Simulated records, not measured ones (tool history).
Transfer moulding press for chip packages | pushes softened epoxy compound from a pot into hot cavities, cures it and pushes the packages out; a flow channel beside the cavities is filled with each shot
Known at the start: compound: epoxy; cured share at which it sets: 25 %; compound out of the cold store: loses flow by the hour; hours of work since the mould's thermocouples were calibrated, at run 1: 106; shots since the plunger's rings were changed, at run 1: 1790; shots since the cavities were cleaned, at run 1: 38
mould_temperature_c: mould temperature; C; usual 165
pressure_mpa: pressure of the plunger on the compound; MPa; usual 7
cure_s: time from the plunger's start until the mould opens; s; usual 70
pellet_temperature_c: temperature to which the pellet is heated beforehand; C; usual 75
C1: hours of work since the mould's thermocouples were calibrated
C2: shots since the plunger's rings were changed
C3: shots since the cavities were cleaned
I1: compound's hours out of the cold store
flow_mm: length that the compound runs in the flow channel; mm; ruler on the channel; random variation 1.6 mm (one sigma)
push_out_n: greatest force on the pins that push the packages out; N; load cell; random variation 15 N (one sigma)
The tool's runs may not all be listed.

run 1 day=0 | mould_temperature_c=165 pressure_mpa=7 cure_s=70 pellet_temperature_c=75 | C1=106 C2=1790 C3=38 | I1=25.6 | flow_mm=555 push_out_n=772
run 2 day=1.029 | mould_temperature_c=165 pressure_mpa=7 cure_s=70 pellet_temperature_c=75 | C1=117 C2=2041 C3=289 | I1=44.1 | flow_mm=518 push_out_n=907
run 3 day=2.342 | mould_temperature_c=165 pressure_mpa=7 cure_s=70 pellet_temperature_c=75 | C1=131 C2=2361 C3=609 | I1=14.4 | flow_mm=574 push_out_n=1119
-- day=2.604 cavities cleaned with cleaning compound and waxed
run 4 day=3.696 | mould_temperature_c=165 pressure_mpa=7 cure_s=70 pellet_temperature_c=71 | C1=146 C2=2677 C3=266 | I1=15 | flow_mm=576 push_out_n=978
-- day=4 plunger's sealing rings changed
-- day=5.483 cavities cleaned with cleaning compound and waxed
run 5 day=5.783 | mould_temperature_c=165 pressure_mpa=8.8 cure_s=70 pellet_temperature_c=75 | C1=166 C2=420 C3=74 | I1=30 | flow_mm=616 push_out_n=789
run 6 day=6.988 | mould_temperature_c=165 pressure_mpa=6.28 cure_s=70 pellet_temperature_c=75 | C1=180 C2=714 C3=368 | I1=25.1 | flow_mm=532 push_out_n=1017
-- day=8.296 cavities cleaned with cleaning compound and waxed
run 7 day=8.429 | mould_temperature_c=165 pressure_mpa=6.28 cure_s=70 pellet_temperature_c=75 | C1=195 C2=1050 C3=33 | I1=42.7 | flow_mm=497 push_out_n=715
run 8 day=10.575 | mould_temperature_c=165 pressure_mpa=6.28 cure_s=70 pellet_temperature_c=75 | C1=218 C2=1574 C3=557 | I1=11.3 | flow_mm=549 push_out_n=1092
-- day=11.075 cavities cleaned with cleaning compound and waxed
run 9 day=12.55 | mould_temperature_c=165 pressure_mpa=6.28 cure_s=70 pellet_temperature_c=75 | C1=239 C2=2041 C3=361 | I1=36.7 | flow_mm=506 push_out_n=961
-- day=13.821 cavities cleaned with cleaning compound and waxed
run 10 day=14.583 | mould_temperature_c=160 pressure_mpa=7 cure_s=70 pellet_temperature_c=75 | C1=260 C2=2522 C3=187 | I1=25.1 | flow_mm=567 push_out_n=1229
-- day=15.546 plunger's sealing rings changed
run 11 day=16.292 | mould_temperature_c=163 pressure_mpa=7 cure_s=70 pellet_temperature_c=75 | C1=278 C2=182 C3=578 | I1=21.6 | flow_mm=575 push_out_n=1224
-- day=16.629 cavities cleaned with cleaning compound and waxed
run 12 day=17.958 | mould_temperature_c=163 pressure_mpa=7 cure_s=70 pellet_temperature_c=75 | C1=295 C2=573 C3=324 | I1=29.1 | flow_mm=557 push_out_n=1076
run 13 day=19.029 | mould_temperature_c=163 pressure_mpa=7 cure_s=70 pellet_temperature_c=75 | C1=307 C2=834 C3=585 | I1=36.9 | flow_mm=544 push_out_n=1171
-- day=19.371 cavities cleaned with cleaning compound and waxed
run 14 day=20.667 | mould_temperature_c=163 pressure_mpa=7 cure_s=70 pellet_temperature_c=75 | C1=324 C2=1219 C3=317 | I1=30.1 | flow_mm=553 push_out_n=1090
-- day=22.079 cavities cleaned with cleaning compound and waxed
run 15 day=22.662 | mould_temperature_c=166 pressure_mpa=7.5 cure_s=70 pellet_temperature_c=75 | C1=345 C2=1690 C3=142 | I1=38.8 | flow_mm=546 push_out_n=730
run 16 day=23.888 | mould_temperature_c=166 pressure_mpa=7.5 cure_s=70 pellet_temperature_c=75 | C1=358 C2=1989 C3=441 | I1=35.9 | flow_mm=549 push_out_n=907
-- day=24.812 cavities cleaned with cleaning compound and waxed
run 17 day=25.317 | mould_temperature_c=164 pressure_mpa=7.6 cure_s=70 pellet_temperature_c=75 | C1=373 C2=2323 C3=123 | I1=17.5 | flow_mm=597 push_out_n=890
run 18 day=26.279 | mould_temperature_c=164 pressure_mpa=7.6 cure_s=70 pellet_temperature_c=75 | C1=384 C2=2558 C3=358 | I1=26.1 | flow_mm=578 push_out_n=1019
-- day=27.167 plunger's sealing rings changed
-- day=27.671 cavities cleaned with cleaning compound and waxed
run 19 day=28.283 | mould_temperature_c=165 pressure_mpa=6.24 cure_s=84 pellet_temperature_c=72 | C1=404 C2=257 C3=150 | I1=8.9 | flow_mm=562 push_out_n=580
run 20 day=29.45 | mould_temperature_c=158 pressure_mpa=7 cure_s=66 pellet_temperature_c=81 | C1=417 C2=541 C3=434 | I1=31.2 | flow_mm=565 push_out_n=1832
-- day=30.425 cavities cleaned with cleaning compound and waxed
run 21 day=31.312 | mould_temperature_c=158 pressure_mpa=7 cure_s=66 pellet_temperature_c=81 | C1=436 C2=980 C3=217 | I1=41.7 | flow_mm=545 push_out_n=1563
-- day=33.121 cavities cleaned with cleaning compound and waxed
run 22 day=33.321 | mould_temperature_c=162 pressure_mpa=7 cure_s=70 pellet_temperature_c=67 | C1=457 C2=1456 C3=50 | I1=19.5 | flow_mm=577 push_out_n=1047
run 23 day=35.262 | mould_temperature_c=165 pressure_mpa=7 cure_s=70 pellet_temperature_c=84 | C1=479 C2=1929 C3=523 | I1=21.2 | flow_mm=559 push_out_n=1003
-- day=35.904 cavities cleaned with cleaning compound and waxed
run 24 day=36.675 | mould_temperature_c=165 pressure_mpa=7 cure_s=70 pellet_temperature_c=84 | C1=493 C2=2259 C3=189 | I1=22.4 | flow_mm=558 push_out_n=822
run 25 day=38.358 | mould_temperature_c=158 pressure_mpa=5.63 cure_s=51 pellet_temperature_c=75 | C1=512 C2=2669 C3=599 | I1=45.2 | flow_mm=477 push_out_n=2860
-- day=38.617 cavities cleaned with cleaning compound and waxed
-- day=38.821 plunger's sealing rings changed
run 26 day=40.783 | mould_temperature_c=158 pressure_mpa=7.55 cure_s=51 pellet_temperature_c=75 | C1=536 C2=479 C3=503 | I1=8.1 | flow_mm=642 push_out_n=2869
-- day=41.408 cavities cleaned with cleaning compound and waxed
run 27 day=42.242 | mould_temperature_c=158 pressure_mpa=7.55 cure_s=51 pellet_temperature_c=75 | C1=551 C2=819 C3=203 | I1=25 | flow_mm=599 push_out_n=2423

Forecast each of these 4 alternatives for the next run:
run A day=43.925 | mould_temperature_c=173 pressure_mpa=7 cure_s=70 pellet_temperature_c=75 | C1=570 C2=1230 C3=614 | I1=18.7 | flow_mm=? push_out_n=?
run B day=43.925 | mould_temperature_c=165 pressure_mpa=8.58 cure_s=55 pellet_temperature_c=75 | C1=570 C2=1230 C3=614 | I1=17.5 | flow_mm=? push_out_n=?
run C day=43.925 | mould_temperature_c=158 pressure_mpa=7.55 cure_s=102 pellet_temperature_c=75 | C1=570 C2=1230 C3=614 | I1=8.4 | flow_mm=? push_out_n=?
run D day=43.925 | mould_temperature_c=167 pressure_mpa=6.12 cure_s=51 pellet_temperature_c=83 | C1=570 C2=1230 C3=614 | I1=24.9 | flow_mm=? push_out_n=?

run=A flow_mm=548 push_out_n=644
run=B flow_mm=630 push_out_n=1908
run=C flow_mm=638 push_out_n=784
run=D flow_mm=513 push_out_n=1978
Without the tool's hidden state the same runs would have given:
run=A flow_mm=557 push_out_n=445
run=B flow_mm=641 push_out_n=1343
run=C flow_mm=649 push_out_n=557
run=D flow_mm=522 push_out_n=1390
